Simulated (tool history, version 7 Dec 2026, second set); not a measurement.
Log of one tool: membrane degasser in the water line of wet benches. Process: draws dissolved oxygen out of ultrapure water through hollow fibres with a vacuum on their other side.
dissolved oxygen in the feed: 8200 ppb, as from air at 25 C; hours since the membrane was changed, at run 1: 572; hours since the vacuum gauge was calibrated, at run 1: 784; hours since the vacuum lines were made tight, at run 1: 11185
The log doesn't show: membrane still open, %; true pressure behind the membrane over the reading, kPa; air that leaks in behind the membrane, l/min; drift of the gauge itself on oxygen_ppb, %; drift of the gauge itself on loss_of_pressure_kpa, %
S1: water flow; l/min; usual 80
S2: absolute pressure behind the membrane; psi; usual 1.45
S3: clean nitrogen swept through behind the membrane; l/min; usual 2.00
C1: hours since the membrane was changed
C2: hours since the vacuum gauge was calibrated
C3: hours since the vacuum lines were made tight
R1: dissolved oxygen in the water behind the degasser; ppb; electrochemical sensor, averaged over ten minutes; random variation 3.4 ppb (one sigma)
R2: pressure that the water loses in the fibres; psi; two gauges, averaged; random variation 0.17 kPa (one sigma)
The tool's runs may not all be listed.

{"run": 1, "day": 0.0, "S1": 80, "S2": 1.45, "S3": 2.0, "C1": 572, "C2": 784, "C3": 11185, "R1": 534.2, "R2": 4.125}
{"run": 2, "day": 1.608, "S1": 80, "S2": 1.45, "S3": 1.0, "C1": 610, "C2": 823, "C3": 11223, "R1": 863.6, "R2": 4.123}
{"day": 1.854, "done": "seals of the vacuum lines changed"}
{"run": 3, "day": 3.15, "S1": 80, "S2": 1.45, "S3": 2.0, "C1": 645, "C2": 858, "C3": 31, "R1": 539.8, "R2": 4.16}
{"run": 4, "day": 5.258, "S1": 80, "S2": 1.45, "S3": 2.0, "C1": 696, "C2": 908, "C3": 82, "R1": 534.0, "R2": 4.132}
{"run": 5, "day": 6.612, "S1": 80, "S2": 3.44, "S3": 2.0, "C1": 728, "C2": 941, "C3": 114, "R1": 1428.1, "R2": 4.119}
{"run": 6, "day": 8.446, "S1": 80, "S2": 0.91, "S3": 2.0, "C1": 772, "C2": 985, "C3": 158, "R1": 263.1, "R2": 4.11}
{"run": 7, "day": 9.9, "S1": 80, "S2": 0.91, "S3": 2.0, "C1": 807, "C2": 1020, "C3": 193, "R1": 263.5, "R2": 4.129}
{"run": 8, "day": 10.912, "S1": 80, "S2": 0.91, "S3": 2.0, "C1": 831, "C2": 1044, "C3": 217, "R1": 263.5, "R2": 4.165}
{"run": 9, "day": 11.971, "S1": 80, "S2": 0.91, "S3": 2.0, "C1": 857, "C2": 1069, "C3": 243, "R1": 264.1, "R2": 4.173}
{"run": 10, "day": 13.475, "S1": 80, "S2": 1.45, "S3": 3.05, "C1": 893, "C2": 1105, "C3": 279, "R1": 392.6, "R2": 4.138}
{"run": 11, "day": 14.942, "S1": 80, "S2": 1.45, "S3": 3.05, "C1": 928, "C2": 1141, "C3": 314, "R1": 391.5, "R2": 4.113}
{"run": 12, "day": 17.058, "S1": 80, "S2": 1.45, "S3": 3.05, "C1": 979, "C2": 1191, "C3": 365, "R1": 387.3, "R2": 4.141}
{"run": 13, "day": 18.679, "S1": 80, "S2": 1.45, "S3": 3.05, "C1": 1018, "C2": 1230, "C3": 404, "R1": 388.1, "R2": 4.107}
{"run": 14, "day": 19.546, "S1": 80, "S2": 1.45, "S3": 3.05, "C1": 1039, "C2": 1251, "C3": 425, "R1": 392.3, "R2": 4.115}
{"day": 19.733, "done": "vacuum gauge calibrated"}
{"run": 15, "day": 20.875, "S1": 80, "S2": 1.45, "S3": 3.05, "C1": 1070, "C2": 27, "C3": 456, "R1": 390.8, "R2": 4.115}
{"run": 16, "day": 22.6, "S1": 80, "S2": 1.45, "S3": 3.05, "C1": 1111, "C2": 69, "C3": 497, "R1": 385.6, "R2": 4.099}
{"run": 17, "day": 24.371, "S1": 125, "S2": 1.38, "S3": 1.2, "C1": 1154, "C2": 111, "C3": 540, "R1": 995.8, "R2": 6.496}

Forecast run 18:
{"day": 25.017, "done": "vacuum gauge calibrated, once more"}
{"run": 18, "day": 26.375, "S1": 52, "S2": 1.45, "S3": 1.27, "C1": 1202, "C2": 33, "C3": 587, "R1": "?", "R2": "?"}

Run 18 gave R1 526.9 ppb, R2 2.709 psi.
Without the tool's hidden state the same run would have given R1 529.0 ppb, R2 2.699 psi.

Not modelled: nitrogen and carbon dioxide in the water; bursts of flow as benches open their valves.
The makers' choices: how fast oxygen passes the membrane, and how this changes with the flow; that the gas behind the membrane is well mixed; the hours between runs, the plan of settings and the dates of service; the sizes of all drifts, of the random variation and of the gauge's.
